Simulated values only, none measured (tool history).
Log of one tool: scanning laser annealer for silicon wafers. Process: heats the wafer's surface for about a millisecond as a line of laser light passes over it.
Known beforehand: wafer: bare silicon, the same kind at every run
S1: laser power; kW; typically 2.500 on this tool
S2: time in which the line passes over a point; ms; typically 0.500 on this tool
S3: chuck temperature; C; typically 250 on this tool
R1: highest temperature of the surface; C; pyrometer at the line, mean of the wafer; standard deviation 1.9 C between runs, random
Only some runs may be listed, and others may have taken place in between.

{"run": 1, "day": 0.0, "S1": 2.5, "S2": 0.5, "S3": 250, "R1": 1065}
{"run": 2, "day": 1.35, "S1": 2.5, "S2": 0.5, "S3": 250, "R1": 1061}
{"run": 3, "day": 2.512, "S1": 2.5, "S2": 0.5, "S3": 254, "R1": 1066}
{"run": 4, "day": 3.517, "S1": 2.614, "S2": 0.5, "S3": 254, "R1": 1104}
{"run": 5, "day": 4.312, "S1": 2.287, "S2": 0.5, "S3": 250, "R1": 995}
{"run": 6, "day": 5.846, "S1": 2.287, "S2": 0.5, "S3": 250, "R1": 991}
{"run": 7, "day": 6.546, "S1": 2.5, "S2": 0.581, "S3": 250, "R1": 1124}
{"day": 7.225, "done": "window over the wafer cleaned"}
{"run": 8, "day": 7.9, "S1": 2.5, "S2": 0.581, "S3": 250, "R1": 1161}
{"run": 9, "day": 9.5, "S1": 2.5, "S2": 0.5, "S3": 250, "R1": 1090}
{"run": 10, "day": 10.4, "S1": 2.5, "S2": 0.5, "S3": 250, "R1": 1091}
{"run": 11, "day": 11.138, "S1": 2.5, "S2": 0.5, "S3": 250, "R1": 1089}
{"run": 12, "day": 12.071, "S1": 2.5, "S2": 0.5, "S3": 219, "R1": 1061}
{"run": 13, "day": 13.162, "S1": 2.5, "S2": 0.5, "S3": 250, "R1": 1089}
{"run": 14, "day": 14.358, "S1": 2.5, "S2": 0.5, "S3": 250, "R1": 1088}
{"run": 15, "day": 15.6, "S1": 2.5, "S2": 0.5, "S3": 250, "R1": 1087}
{"run": 16, "day": 16.388, "S1": 2.5, "S2": 0.5, "S3": 250, "R1": 1085}
{"run": 17, "day": 17.738, "S1": 2.5, "S2": 0.5, "S3": 250, "R1": 1085}
{"run": 18, "day": 18.7, "S1": 2.5, "S2": 0.402, "S3": 250, "R1": 994}
{"run": 19, "day": 19.95, "S1": 2.5, "S2": 0.402, "S3": 250, "R1": 993}
{"run": 20, "day": 20.917, "S1": 2.5, "S2": 0.5, "S3": 250, "R1": 1082}
{"run": 21, "day": 21.804, "S1": 2.289, "S2": 0.5, "S3": 250, "R1": 1016}
{"run": 22, "day": 22.804, "S1": 2.289, "S2": 0.423, "S3": 246, "R1": 946}
{"run": 23, "day": 23.696, "S1": 2.289, "S2": 0.423, "S3": 246, "R1": 943}
{"run": 24, "day": 25.033, "S1": 2.165, "S2": 0.423, "S3": 246, "R1": 907}
{"run": 25, "day": 26.171, "S1": 2.527, "S2": 0.423, "S3": 264, "R1": 1028}
{"run": 26, "day": 27.65, "S1": 2.535, "S2": 0.366, "S3": 261, "R1": 972}
{"run": 27, "day": 29.092, "S1": 2.726, "S2": 0.366, "S3": 261, "R1": 1021}
{"run": 28, "day": 30.188, "S1": 2.744, "S2": 0.457, "S3": 244, "R1": 1105}
{"run": 29, "day": 31.088, "S1": 2.744, "S2": 0.457, "S3": 244, "R1": 1099}
{"run": 30, "day": 32.338, "S1": 2.397, "S2": 0.5, "S3": 264, "R1": 1055}
{"run": 31, "day": 33.621, "S1": 2.676, "S2": 0.613, "S3": 238, "R1": 1211}
{"run": 32, "day": 34.608, "S1": 2.303, "S2": 0.476, "S3": 257, "R1": 997}
{"run": 33, "day": 35.896, "S1": 2.5, "S2": 0.4, "S3": 272, "R1": 1002}
{"run": 34, "day": 37.175, "S1": 2.5, "S2": 0.4, "S3": 272, "R1": 1004}
{"run": 35, "day": 38.604, "S1": 2.664, "S2": 0.462, "S3": 253, "R1": 1081}
{"run": 36, "day": 39.483, "S1": 2.664, "S2": 0.462, "S3": 253, "R1": 1085}
{"run": 37, "day": 40.95, "S1": 2.579, "S2": 0.441, "S3": 261, "R1": 1046}
{"run": 38, "day": 41.842, "S1": 2.555, "S2": 0.441, "S3": 221, "R1": 997}
{"run": 39, "day": 43.383, "S1": 2.592, "S2": 0.353, "S3": 253, "R1": 955}
{"run": 40, "day": 44.117, "S1": 2.592, "S2": 0.353, "S3": 270, "R1": 970}

Here are 5 independent what-if runs from the current tool condition. What would each one return?
{"run": "A", "day": 45.546, "S1": 2.515, "S2": 0.459, "S3": 250, "R1": "?"}
{"run": "B", "day": 45.546, "S1": 2.618, "S2": 0.426, "S3": 250, "R1": "?"}
{"run": "C", "day": 45.546, "S1": 2.358, "S2": 0.459, "S3": 277, "R1": "?"}
{"run": "D", "day": 45.546, "S1": 2.726, "S2": 0.362, "S3": 248, "R1": "?"}
{"run": "E", "day": 45.546, "S1": 2.592, "S2": 0.473, "S3": 219, "R1": "?"}

run=A R1=1030
run=B R1=1029
run=C R1=1015
run=D R1=989
run=E R1=1034
With no hidden state in the tool, these same runs would have given:
run=A R1=1060
run=B R1=1059
run=C R1=1043
run=D R1=1018
run=E R1=1066
